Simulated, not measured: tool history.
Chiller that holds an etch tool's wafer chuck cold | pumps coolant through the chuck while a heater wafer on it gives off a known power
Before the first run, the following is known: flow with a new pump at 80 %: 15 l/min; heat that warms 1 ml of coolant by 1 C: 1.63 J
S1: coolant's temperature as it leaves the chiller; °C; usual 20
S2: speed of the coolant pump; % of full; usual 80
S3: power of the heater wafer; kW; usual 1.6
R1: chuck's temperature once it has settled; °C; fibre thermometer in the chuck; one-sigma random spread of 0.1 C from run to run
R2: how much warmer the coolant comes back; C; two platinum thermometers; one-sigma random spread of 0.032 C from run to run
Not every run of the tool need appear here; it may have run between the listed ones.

run	hour	S1	S2	S3	R1	R2
1	0	20	80	1.6	30.6	3.99
2	30.5	20	80	1.6	30.5	3.87
3	76.3	20	80	1.986	32.9	4.9
4	114.8	20	76	1.6	30.7	4.13
5	158	20	80	2.08	33.5	5.08
6	202.4	20	80	2.08	33.7	5.1
7	257.8	20	80	2.08	33.6	5.11
8	281.5	20	80	2.08	33.7	5.08
9	331.2	20	80	2.08	33.7	5.19
10	359.8	10	80	1.6	20.7	3.94
11	395.1	10	80	1.6	20.6	4.02
12	442.7	10	80	1.6	20.6	4.01
13	481.5	10	80	1.6	20.6	3.94
14	532.3	10	80	1.6	20.6	3.94
15	568.5	20	97	2.207	33.1	4.47
16	623.4	13	66	1.202	22	3.73
17	668.9	17	99	1.202	24.3	2.39
18	699	28	76	1.6	39.1	4.14
19	729.4	25	75	1.6	36.2	4.23
20	757.1	25	66	1.09	33.4	3.27
21	795.5	23	79	1.256	31.6	3.12
22	847.5	17	66	1.256	26.6	3.86

Predict the results of run 23:
23	879.9	30	97	1.035	?	?

Run 23 came out at R1 36.5 °C, R2 2.09 C.
Without the tool's hidden state the same run would have given R1 35.8 °C, R2 2.06 C.

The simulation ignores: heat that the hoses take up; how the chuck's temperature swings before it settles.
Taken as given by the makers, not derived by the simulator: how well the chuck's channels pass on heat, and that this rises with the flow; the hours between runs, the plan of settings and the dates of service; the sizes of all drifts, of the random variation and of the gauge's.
